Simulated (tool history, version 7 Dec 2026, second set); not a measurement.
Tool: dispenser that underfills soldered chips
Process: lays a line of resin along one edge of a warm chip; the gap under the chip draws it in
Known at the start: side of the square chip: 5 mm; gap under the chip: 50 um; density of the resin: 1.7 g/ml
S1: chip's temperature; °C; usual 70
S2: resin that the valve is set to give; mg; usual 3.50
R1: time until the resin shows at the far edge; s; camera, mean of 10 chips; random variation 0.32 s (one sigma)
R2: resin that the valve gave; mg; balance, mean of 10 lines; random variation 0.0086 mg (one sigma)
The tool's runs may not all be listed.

run   hour  S1    S2    R1     R2
  1    0.0  70  3.50  20.6  3.493
       1.9  -- new syringe of resin
  2    4.9  70  3.50  12.7  3.492
  3   11.4  70  3.50  16.2  3.480
      17.1  -- new syringe of resin
  4   17.1  70  3.50  11.4  3.468
  5   24.1  70  3.50  15.8  3.480
  6   30.2  70  3.50  20.4  3.443
      32.2  -- new syringe of resin
  7   36.6  56  3.50  28.1  3.460
  8   41.1  74  3.50  13.8  3.464
      47.2  -- new syringe of resin
  9   47.5  83  3.50   6.2  3.449
 10   55.2  83  3.50   8.9  3.448
 11   59.4  83  3.50  10.3  3.459
      62.3  -- new syringe of resin
 12   64.4  58  3.75  23.0  3.672
 13   71.1  58  3.75  31.8  3.670
      77.4  -- new syringe of resin
 14   79.1  78  3.68   8.4  3.591
 15   83.9  65  3.68  20.2  3.598
 16   91.1  70  3.29  21.6  3.214
      92.8  -- new syringe of resin
 17   99.3  70  3.29  15.1  3.194
     107.6  -- new syringe of resin
 18  108.3  70  3.29  12.6  3.171
 19  112.4  70  3.29  14.2  3.196
 20  116.3  84  3.26   8.7  3.153

3 ways to go on from here, each from the tool as it stands after run 20. What would each give?
     122.7  -- new syringe of resin
  A  125.4  70  3.84   ?   ?
     122.7  -- new syringe of resin
  B  125.4  64  3.26   ?   ?
     122.7  -- new syringe of resin
  C  125.4  78  4.46   ?   ?

run    R1     R2
  A  13.2  3.719
  B  18.1  3.153
  C   8.6  4.306
Without the tool's hidden state the same runs would have given:
run    R1     R2
  A  10.7  3.853
  B  14.5  3.267
  C   7.0  4.462

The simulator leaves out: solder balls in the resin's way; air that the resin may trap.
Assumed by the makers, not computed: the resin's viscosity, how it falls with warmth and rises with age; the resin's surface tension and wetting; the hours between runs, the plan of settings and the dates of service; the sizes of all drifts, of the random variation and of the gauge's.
